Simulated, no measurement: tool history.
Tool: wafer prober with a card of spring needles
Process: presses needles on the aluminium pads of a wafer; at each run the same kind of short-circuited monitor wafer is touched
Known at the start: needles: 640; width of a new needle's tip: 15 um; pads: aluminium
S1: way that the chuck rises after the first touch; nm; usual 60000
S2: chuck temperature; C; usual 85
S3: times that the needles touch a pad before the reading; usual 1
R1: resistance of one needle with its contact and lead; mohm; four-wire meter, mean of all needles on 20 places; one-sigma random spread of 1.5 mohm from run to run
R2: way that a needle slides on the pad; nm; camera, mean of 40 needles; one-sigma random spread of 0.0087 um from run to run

Run 1, day 0: usual settings. Result: R1 194 mohm, R2 14268 nm.
At day 0.825: tips cleaned on abrasive film.
Run 2, day 1.438: usual settings. Result: R1 196 mohm, R2 14271 nm.
At day 2.142: tips cleaned on abrasive film.
At day 3.425: tips cleaned on abrasive film.
Run 3, day 3.458: usual settings. Result: R1 151 mohm, R2 14236 nm.
At day 4.112: height of the first contact set anew.
At day 4.725: tips cleaned on abrasive film.
Run 4, day 5.15: usual settings. Result: R1 192 mohm, R2 14109 nm.
At day 5.938: tips cleaned on abrasive film.
Run 5, day 6.629: usual settings. Result: R1 201 mohm, R2 14092 nm.
At day 7.288: tips cleaned on abrasive film.
Run 6, day 8.296: usual settings. Result: R1 213 mohm, R2 14064 nm.
At day 8.604: tips cleaned on abrasive film.
At day 8.742: height of the first contact set anew, once more.
Run 7, day 9.783: usual settings. Result: R1 215 mohm, R2 14355 nm.
At day 9.954: tips cleaned on abrasive film.
At day 11.288: tips cleaned on abrasive film.
Run 8, day 11.546: usual settings. Result: R1 174 mohm, R2 14319 nm.
At day 12.538: tips cleaned on abrasive film.
Run 9, day 12.896: usual settings. Result: R1 182 mohm, R2 14304 nm.
At day 13.858: tips cleaned on abrasive film.
Run 10, day 13.967: usual settings. Result: R1 163 mohm, R2 14276 nm.
At day 15.088: tips cleaned on abrasive film.
Run 11, day 15.204: usual settings. Result: R1 163 mohm, R2 14250 nm.
At day 16.329: tips cleaned on abrasive film.
Run 12, day 16.625: usual settings. Result: R1 178 mohm, R2 14239 nm.
At day 17.567: tips cleaned on abrasive film.
At day 18.212: height of the first contact set anew.
Run 13, day 18.462: usual settings but S3 2. Result: R1 181 mohm, R2 14362 nm.
At day 18.846: tips cleaned on abrasive film.
At day 20.179: tips cleaned on abrasive film.
Run 14, day 20.312: usual settings but S3 2. Result: R1 155 mohm, R2 14338 nm.
At day 21.471: tips cleaned on abrasive film.
Run 15, day 21.571: usual settings but S3 2. Result: R1 151 mohm, R2 14286 nm.
At day 22.733: tips cleaned on abrasive film.
Run 16, day 23.4: usual settings but S3 2. Result: R1 179 mohm, R2 14271 nm.
At day 24.075: tips cleaned on abrasive film.
Run 17, day 24.933: usual settings but S1 40000 nm, S2 77 C, S3 2. Result: R1 224 mohm, R2 9479 nm.
At day 25.308: tips cleaned on abrasive film.
At day 26.533: tips cleaned on abrasive film.
Run 18, day 26.592: usual settings but S1 42000 nm, S2 77 C, S3 2. Result: R1 157 mohm, R2 9924 nm.
At day 27.612: height of the first contact set anew.
At day 27.804: tips cleaned on abrasive film.
Run 19, day 28.317: usual settings but S1 57000 nm, S2 36 C, S3 2. Result: R1 172 mohm, R2 13627 nm.
At day 29.029: tips cleaned on abrasive film.
Run 20, day 29.804: usual settings but S1 76000 nm. Result: R1 181 mohm, R2 18160 nm.
At day 30.321: tips cleaned on abrasive film.
At day 31.612: tips cleaned on abrasive film.
Run 21, day 31.612: usual settings but S1 76000 nm, S2 40 C, S3 3. Result: R1 137 mohm, R2 18104 nm.

Run 22, settings as shown, results not yet in. Your forecast:
At day 32.825: tips cleaned on abrasive film.
Run 22, day 33.192: usual settings but S1 76000 nm, S2 40 C, S3 3. Result: R1 ?, R2 ?.

R1: 142 mohm
R2: 18089 nm
With no hidden state in the tool, this same run would have given R1 131 mohm, R2 18185 nm.
